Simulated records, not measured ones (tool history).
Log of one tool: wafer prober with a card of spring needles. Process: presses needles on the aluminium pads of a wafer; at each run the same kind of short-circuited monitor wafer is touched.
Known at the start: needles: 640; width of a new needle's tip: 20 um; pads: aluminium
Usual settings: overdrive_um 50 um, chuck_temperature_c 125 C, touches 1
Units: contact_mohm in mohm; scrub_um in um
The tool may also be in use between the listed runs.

run   hour  overdrive_um  chuck_temperature_c  touches  contact_mohm  scrub_um
  1      0            50                  125        1           340      8.91
       8.8  -- tips cleaned on abrasive film
      21.4  -- tips cleaned on abrasive film
  2   21.4            50                  125        1           251       8.9
      34.8  -- tips cleaned on abrasive film
  3     36            50                  125        1           288      8.91
      47.7  -- tips cleaned on abrasive film
  4   55.1            50                  125        1           424      8.87
      60.3  -- tips cleaned on abrasive film
      73.9  -- tips cleaned on abrasive film
  5   74.6            50                  125        1           276      8.86
      86.2  -- tips cleaned on abrasive film
  6   88.1            50                  125        1           304      8.89
      99.8  -- tips cleaned on abrasive film
  7  104.5            33                  125        1           525      5.79
     114.4  -- tips cleaned on abrasive film
  8  124.1            50                  125        1           440      8.87
     126.6  -- tips cleaned on abrasive film
     140.9  -- tips cleaned on abrasive film
  9  148.2            50                  125        1           407      8.84
       153  -- tips cleaned on abrasive film
     165.3  -- tips cleaned on abrasive film
     177.6  -- tips cleaned on abrasive film
 10  177.8            50                  125        1           259       8.8
     189.7  -- tips cleaned on abrasive film
     203.4  -- tips cleaned on abrasive film
 11  203.7            50                  125        1           260      8.81
     217.8  -- tips cleaned on abrasive film
     231.4  -- tips cleaned on abrasive film
 12  231.6            50                  125        1           256      8.79
     237.3  -- height of the first contact set anew
       245  -- tips cleaned on abrasive film
 13  248.5            50                  125        1           355      8.94
     259.5  -- tips cleaned on abrasive film
     272.1  -- tips cleaned on abrasive film
 14  278.7            50                  125        2           337      8.95
     285.8  -- tips cleaned on abrasive film
     299.5  -- tips cleaned on abrasive film
 15  309.6            50                  125        2           358      8.95
     311.9  -- tips cleaned on abrasive film
 16  322.7            50                  125        2           360      8.93
     325.1  -- tips cleaned on abrasive film
     337.2  -- tips cleaned on abrasive film
 17  337.2            36                   55        2           251      6.36
     349.7  -- tips cleaned on abrasive film
     362.7  -- tips cleaned on abrasive film
 18  367.9            50                   84        1           387      8.88
     376.6  -- tips cleaned on abrasive film
 19  388.4            31                   39        2           602      5.48
     390.7  -- tips cleaned on abrasive film
     405.1  -- tips cleaned on abrasive film
     418.4  -- tips cleaned on abrasive film
 20  420.5            31                   39        2           410      5.44
     431.3  -- tips cleaned on abrasive film
 21  438.9            31                   39        1           787      5.45
     444.8  -- tips cleaned on abrasive film
     457.6  -- tips cleaned on abrasive film
 22    459            69                   39        1           241     12.25
     471.4  -- tips cleaned on abrasive film
 23  475.2            54                   45        1           344      9.54
     483.5  -- tips cleaned on abrasive film
     497.6  -- tips cleaned on abrasive film
 24  505.6            37                   98        2           470       6.5
     509.7  -- tips cleaned on abrasive film
     523.5  -- tips cleaned on abrasive film
 25    527            37                   98        2           384      6.47
     536.2  -- tips cleaned on abrasive film
 26  543.4            38                   56        1           560      6.64
     548.2  -- height of the first contact set anew
     550.8  -- tips cleaned on abrasive film
 27  558.8            58                   56        1           375     10.37
     563.7  -- tips cleaned on abrasive film
 28  574.3            58                   91        1           390     10.38
     577.1  -- tips cleaned on abrasive film
     591.3  -- tips cleaned on abrasive film
     604.5  -- tips cleaned on abrasive film
 29  605.5            63                  125        2           248     11.22
     617.6  -- tips cleaned on abrasive film
     629.7  -- tips cleaned on abrasive film
 30  629.7            63                   32        2           216     11.21
     643.5  -- tips cleaned on abrasive film
 31  652.1            50                   70        1           440       8.9
     656.8  -- tips cleaned on abrasive film
     669.9  -- tips cleaned on abrasive film
 32  679.3            50                   70        1           457       8.9

Forecast each of these 3 alternatives for the next run:
     682.3  -- tips cleaned on abrasive film
     696.2  -- tips cleaned on abrasive film
  A  696.6            64                   57        1             ?         ?
     682.3  -- tips cleaned on abrasive film
     696.2  -- tips cleaned on abrasive film
  B  696.6            55                   90        1             ?         ?
     682.3  -- tips cleaned on abrasive film
     696.2  -- tips cleaned on abrasive film
  C  696.6            51                   36        1             ?         ?

run  contact_mohm  scrub_um
  A           233     11.39
  B           253      9.75
  C           245      9.06
Without the tool's hidden state the same runs would have given:
run  contact_mohm  scrub_um
  A           210     11.48
  B           223      9.83
  C           208      9.15
